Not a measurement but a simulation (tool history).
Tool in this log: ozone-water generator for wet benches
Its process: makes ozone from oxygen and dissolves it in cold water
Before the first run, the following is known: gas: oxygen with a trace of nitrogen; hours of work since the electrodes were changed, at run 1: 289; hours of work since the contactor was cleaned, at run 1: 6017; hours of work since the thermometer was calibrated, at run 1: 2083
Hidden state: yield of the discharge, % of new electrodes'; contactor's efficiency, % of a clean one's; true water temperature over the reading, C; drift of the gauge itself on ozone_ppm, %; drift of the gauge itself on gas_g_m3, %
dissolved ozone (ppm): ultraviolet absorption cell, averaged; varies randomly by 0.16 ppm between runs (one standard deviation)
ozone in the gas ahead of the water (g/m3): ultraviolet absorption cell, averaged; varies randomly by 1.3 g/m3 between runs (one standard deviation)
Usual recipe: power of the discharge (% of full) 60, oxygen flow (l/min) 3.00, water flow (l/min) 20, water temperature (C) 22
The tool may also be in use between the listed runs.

run	day	power of the discharge (% of full)	oxygen flow (l/min)	water flow (l/min)	water temperature (C)	hours of work since the electrodes were changed	hours of work since the contactor was cleaned	hours of work since the thermometer was calibrated	dissolved ozone (ppm)	ozone in the gas ahead of the water (g/m3)
1	0.000	60	3.00	20	22	289	6017	2083	19.6	243.2
2	1.629	60	3.00	20	22	314	6042	2108	19.5	243.5
3	2.612	60	3.00	20	22	329	6057	2123	19.5	242.8
4	4.546	60	3.00	20	22	359	6087	2152	19.6	244.5
5	6.025	60	3.00	20	22	382	6109	2175	19.4	242.2
6	8.283	60	3.00	20	22	416	6144	2210	19.4	243.2
7	10.108	60	3.00	20	18	444	6172	2237	20.2	244.0
8	12.179	60	3.00	20	18	476	6204	2269	20.4	245.0
9	13.179	60	3.00	20	18	491	6219	2285	20.6	244.9
10	14.229	60	3.00	20	26	507	6235	2301	18.6	244.2
11	15.300	67	3.00	20	22	524	6252	2317	21.2	266.9
12	16.446	67	3.00	20	22	541	6269	2335	21.3	266.6
13	17.404	60	3.00	20	22	556	6284	2349	19.6	241.4
14	18.942	60	3.00	20	22	580	6307	2373	19.5	244.7
15	20.225	60	3.00	20	16	599	6327	2393	20.9	242.6
16	21.467	60	3.00	20	22	618	6346	2412	19.5	243.3
17	23.750	86	3.00	20	22	653	6381	2447	26.1	327.2
18	25.562	86	3.00	20	22	681	6409	2474	26.2	329.1
19	27.383	40	2.91	20	22	709	6437	2502	13.7	175.0
20	28.775	41	1.51	20	22	730	6458	2524	10.7	218.2
21	29.888	41	1.51	23	15	747	6475	2541	9.5	218.0
22	31.117	41	1.51	23	15	766	6494	2559	9.7	218.2
23	32.262	41	1.51	23	15	784	6512	2577	9.4	215.4
24	34.633	46	4.25	13	17	820	6548	2613	25.6	174.2
25	36.688	60	3.00	14	25	852	6579	2645	25.1	244.2
26	38.904	59	2.66	23	22	886	6613	2679	15.9	247.7
27	40.229	60	3.00	17	21	906	6634	2699	22.4	242.3
28	41.267	71	2.75	17	19	922	6650	2715	25.7	285.4
29	42.438	71	2.75	17	19	940	6668	2733	25.6	285.0
30	44.062	49	1.73	20	15	965	6692	2758	13.9	242.3
31	45.883	60	3.19	20	22	993	6720	2786	19.7	238.0
32	47.771	60	4.33	20	22	1021	6749	2815	21.9	216.5
33	48.842	43	3.60	17	25	1038	6766	2831	17.1	173.3

Below, some changes in dissolved ozone (ppm) between adjacent runs. For each, the amount present without the hidden state too (settings, incoming material, random variation) and the amount remaining for the hidden state with gauge scatter not shared by both compared results:
Run 16 -> 17: power of the discharge (% of full) 60 -> 86. dissolved ozone (ppm) +6.6: hidden state -0.2, all else +6.8.
Run 18 -> 19: power of the discharge (% of full) 86 -> 40, oxygen flow (l/min) 3.00 -> 2.91. dissolved ozone (ppm) -12.5: hidden state +0.3, all else -12.8.
Run 23 -> 24: power of the discharge (% of full) 41 -> 46, oxygen flow (l/min) 1.51 -> 4.25, water flow (l/min) 23 -> 13, water temperature (C) 15 -> 17. dissolved ozone (ppm) +16.2: hidden state -0.1, all else +16.3.
Run 29 -> 30: power of the discharge (% of full) 71 -> 49, oxygen flow (l/min) 2.75 -> 1.73, water flow (l/min) 17 -> 20, water temperature (C) 19 -> 15. dissolved ozone (ppm) -11.7: hidden state +0.3, all else -12.0.

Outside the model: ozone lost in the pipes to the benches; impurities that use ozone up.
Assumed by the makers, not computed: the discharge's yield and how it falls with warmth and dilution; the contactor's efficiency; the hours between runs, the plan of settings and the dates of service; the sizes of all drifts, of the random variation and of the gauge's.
